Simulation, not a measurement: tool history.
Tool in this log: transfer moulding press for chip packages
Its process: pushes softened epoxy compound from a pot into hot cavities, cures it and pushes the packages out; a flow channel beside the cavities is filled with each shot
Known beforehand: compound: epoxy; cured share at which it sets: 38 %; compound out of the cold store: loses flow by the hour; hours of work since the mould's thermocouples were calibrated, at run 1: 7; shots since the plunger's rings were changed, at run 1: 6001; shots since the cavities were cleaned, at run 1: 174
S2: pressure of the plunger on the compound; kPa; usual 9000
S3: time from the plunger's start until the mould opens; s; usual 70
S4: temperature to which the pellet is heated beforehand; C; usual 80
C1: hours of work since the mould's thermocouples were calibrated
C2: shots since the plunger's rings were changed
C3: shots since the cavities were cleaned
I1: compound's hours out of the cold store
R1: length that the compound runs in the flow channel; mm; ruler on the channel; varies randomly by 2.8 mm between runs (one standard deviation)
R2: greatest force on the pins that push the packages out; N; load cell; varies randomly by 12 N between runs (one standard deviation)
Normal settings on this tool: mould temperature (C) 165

Run 1, day 0.000: usual settings; C1 7; C2 6001; C3 174; I1 17.4. Result: R1 707 mm, R2 718 N.
At day 0.812: plunger's sealing rings changed.
At day 0.875: cavities cleaned with cleaning compound and waxed.
Run 2, day 1.012: usual settings; C1 22; C2 56; C3 56; I1 18.3. Result: R1 755 mm, R2 866 N.
At day 2.029: cavities cleaned with cleaning compound and waxed.
Run 3, day 2.425: usual settings; C1 45; C2 610; C3 163; I1 34.7. Result: R1 706 mm, R2 660 N.
At day 3.171: cavities cleaned with cleaning compound and waxed.
Run 4, day 4.092: usual settings; C1 73; C2 1269; C3 378; I1 21.1. Result: R1 739 mm, R2 772 N.
At day 4.383: cavities cleaned with cleaning compound and waxed.
Run 5, day 5.358: usual settings but S2 9890 kPa; C1 94; C2 1764; C3 400; I1 47.8. Result: R1 698 mm, R2 748 N.
At day 5.525: cavities cleaned with cleaning compound and waxed.
At day 6.696: cavities cleaned with cleaning compound and waxed.
Run 6, day 6.979: usual settings but S2 9890 kPa; C1 120; C2 2380; C3 117; I1 39.1. Result: R1 713 mm, R2 639 N.
At day 7.867: cavities cleaned with cleaning compound and waxed.
Run 7, day 8.188: usual settings; C1 140; C2 2849; C3 131; I1 16.0. Result: R1 739 mm, R2 671 N.
At day 9.033: cavities cleaned with cleaning compound and waxed.
At day 9.912: cavities cleaned with cleaning compound and waxed, once more.
Run 8, day 9.912: usual settings but S3 74 s; C1 167; C2 3507; C3 0; I1 31.4. Result: R1 694 mm, R2 490 N.
At day 11.112: cavities cleaned with cleaning compound and waxed.
Run 9, day 11.471: usual settings but S3 74 s; C1 193; C2 4120; C3 147; I1 45.5. Result: R1 655 mm, R2 562 N.
At day 12.246: cavities cleaned with cleaning compound and waxed.
Run 10, day 12.612: usual settings but S3 86 s; C1 212; C2 4564; C3 150; I1 8.7. Result: R1 745 mm, R2 525 N.
At day 13.379: cavities cleaned with cleaning compound and waxed.
Run 11, day 13.879: usual settings but mould temperature (C) 159; C1 233; C2 5059; C3 205; I1 34.6. Result: R1 695 mm, R2 1030 N.
At day 14.588: cavities cleaned with cleaning compound and waxed.
Run 12, day 15.117: usual settings but S4 78 C; C1 253; C2 5541; C3 217; I1 25.2. Result: R1 696 mm, R2 714 N.
At day 15.733: cavities cleaned with cleaning compound and waxed.
Run 13, day 15.846: usual settings but S3 91 s; C1 265; C2 5816; C3 46; I1 17.8. Result: R1 711 mm, R2 445 N.
Run 14, day 16.658: usual settings but S3 51 s, S4 86 C; C1 279; C2 6149; C3 379; I1 21.4. Result: R1 697 mm, R2 1565 N.
At day 16.933: cavities cleaned with cleaning compound and waxed.
At day 17.150: plunger's sealing rings changed.
Run 15, day 17.788: usual settings but S2 10160 kPa, S3 62 s, S4 82 C; C1 296; C2 262; C3 307; I1 46.4. Result: R1 725 mm, R2 925 N.
At day 18.183: cavities cleaned with cleaning compound and waxed.
Run 16, day 18.892: usual settings but mould temperature (C) 163, S2 7150 kPa; C1 314; C2 690; C3 291; I1 44.5. Result: R1 613 mm, R2 805 N.
At day 19.375: cavities cleaned with cleaning compound and waxed.
Run 17, day 20.417: usual settings but mould temperature (C) 163, S2 7150 kPa; C1 339; C2 1290; C3 427; I1 12.2. Result: R1 687 mm, R2 921 N.
At day 20.571: cavities cleaned with cleaning compound and waxed.
Run 18, day 21.217: usual settings but mould temperature (C) 159, S2 10390 kPa, S3 69 s, S4 71 C; C1 352; C2 1594; C3 265; I1 43.2. Result: R1 748 mm, R2 1062 N.
At day 21.758: cavities cleaned with cleaning compound and waxed.
Run 19, day 22.688: usual settings but mould temperature (C) 160, S2 9440 kPa, S3 52 s, S4 76 C; C1 376; C2 2172; C3 381; I1 42.6. Result: R1 705 mm, R2 1934 N.
At day 22.912: cavities cleaned with cleaning compound and waxed.
Run 20, day 23.754: usual settings but mould temperature (C) 172, S2 9960 kPa, S3 69 s, S4 79 C; C1 394; C2 2585; C3 346; I1 44.4. Result: R1 681 mm, R2 566 N.
At day 24.029: cavities cleaned with cleaning compound and waxed.
Run 21, day 24.942: usual settings but S3 83 s; C1 413; C2 3046; C3 374; I1 31.1. Result: R1 697 mm, R2 623 N.
At day 25.262: cavities cleaned with cleaning compound and waxed.
At day 26.396: cavities cleaned with cleaning compound and waxed.
Run 22, day 26.550: usual settings but mould temperature (C) 162, S2 9080 kPa, S3 101 s, S4 87 C; C1 439; C2 3657; C3 64; I1 44.2. Result: R1 668 mm, R2 463 N.
Run 23, day 27.292: usual settings but mould temperature (C) 158, S2 9020 kPa; C1 452; C2 3961; C3 368; I1 46.1. Result: R1 675 mm, R2 1099 N.
At day 27.558: cavities cleaned with cleaning compound and waxed.
Run 24, day 28.283: usual settings but mould temperature (C) 158, S2 9020 kPa, S3 71 s, S4 75 C; C1 468; C2 4343; C3 297; I1 32.7. Result: R1 711 mm, R2 1203 N.

What if the next run were any one of these 3? Each begins from the tool's condition after run 24:
At day 28.750: cavities cleaned with cleaning compound and waxed.
Run A, day 29.133: usual settings but S2 9510 kPa; C1 481; C2 4665; C3 157; I1 39.1. Result: R1 ?, R2 ?.
At day 28.750: cavities cleaned with cleaning compound and waxed.
Run B, day 29.133: usual settings but mould temperature (C) 158, S2 8430 kPa, S3 71 s, S4 81 C; C1 481; C2 4665; C3 157; I1 18.0. Result: R1 ?, R2 ?.
At day 28.750: cavities cleaned with cleaning compound and waxed.
Run C, day 29.133: usual settings but mould temperature (C) 158, S2 9020 kPa, S3 71 s, S4 72 C; C1 481; C2 4665; C3 157; I1 28.0. Result: R1 ?, R2 ?.

run   R1    R2
  A  685   625
  B  719  1097
  C  717  1057
What these runs would have given with no unlogged condition in the tool:
run   R1   R2
  A  724  532
  B  760  942
  C  758  908
